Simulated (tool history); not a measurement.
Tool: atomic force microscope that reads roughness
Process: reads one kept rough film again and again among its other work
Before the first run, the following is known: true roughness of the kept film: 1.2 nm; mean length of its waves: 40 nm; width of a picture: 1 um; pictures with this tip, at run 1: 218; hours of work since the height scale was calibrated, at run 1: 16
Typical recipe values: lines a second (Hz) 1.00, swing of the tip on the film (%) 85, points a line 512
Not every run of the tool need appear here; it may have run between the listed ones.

run	hour	lines a second (Hz)	swing of the tip on the film (%)	points a line	pictures with this tip	hours of work since the height scale was calibrated	roughness of the kept film (nm (root mean square))
1	0.0	1.00	85	512	218	16	1.1394
2	15.2	1.00	85	512	235	25	1.1385
3	27.7	1.00	74	512	250	32	1.1557
4	43.1	1.00	74	512	267	40	1.1555
5	63.4	1.00	74	512	291	52	1.1567
6	85.5	1.00	74	512	316	64	1.1544
7	109.8	1.00	85	262	344	78	1.1314
# hour 124.6: new tip fitted
8	125.1	2.19	85	512	0	87	1.0949
9	140.5	2.19	85	632	18	95	1.0976
10	160.3	1.00	85	512	41	107	1.1387
11	185.1	1.00	85	512	69	121	1.1378
12	205.7	1.00	85	307	93	132	1.1337
13	219.8	1.00	85	307	109	140	1.1340
14	243.9	1.00	85	307	137	154	1.1349
15	260.6	1.00	85	353	156	163	1.1370
16	272.2	1.00	85	512	169	170	1.1396
17	286.2	1.00	66	512	185	178	1.1655
18	301.2	1.06	66	512	203	186	1.1640
19	323.5	0.66	59	310	228	199	1.1664
20	343.1	1.00	67	707	251	210	1.1660
21	362.6	1.00	58	621	273	221	1.1696
22	385.4	0.65	71	373	300	234	1.1648
23	396.3	1.73	71	279	312	240	1.1397
24	411.8	3.33	85	883	330	249	1.0570
25	433.0	3.33	85	883	354	261	1.0570
# hour 439.7: new tip fitted
26	447.3	2.89	85	911	8	269	1.0736
27	468.4	0.63	56	272	33	281	1.1686
28	488.1	1.36	56	756	55	292	1.1718
29	504.7	1.00	85	459	74	301	1.1393
30	530.1	3.83	57	598	104	316	1.1501
31	546.2	1.79	85	957	122	325	1.1115
32	568.2	1.79	85	957	147	337	1.1113
33	591.4	1.79	85	957	174	350	1.1118
34	609.7	1.79	85	957	195	361	1.1128
35	632.8	0.73	78	512	222	374	1.1586

How the hidden state differs across the entries between the runs, from the last listed run before each to the first after it:
In the gap between runs 7 and 8: new tip fitted (hour 124.6)
  radius of the tip, nm: 5.3 -> 5
In the gap between runs 25 and 26: new tip fitted (hour 439.7)
  radius of the tip, nm: 5.3 -> 5
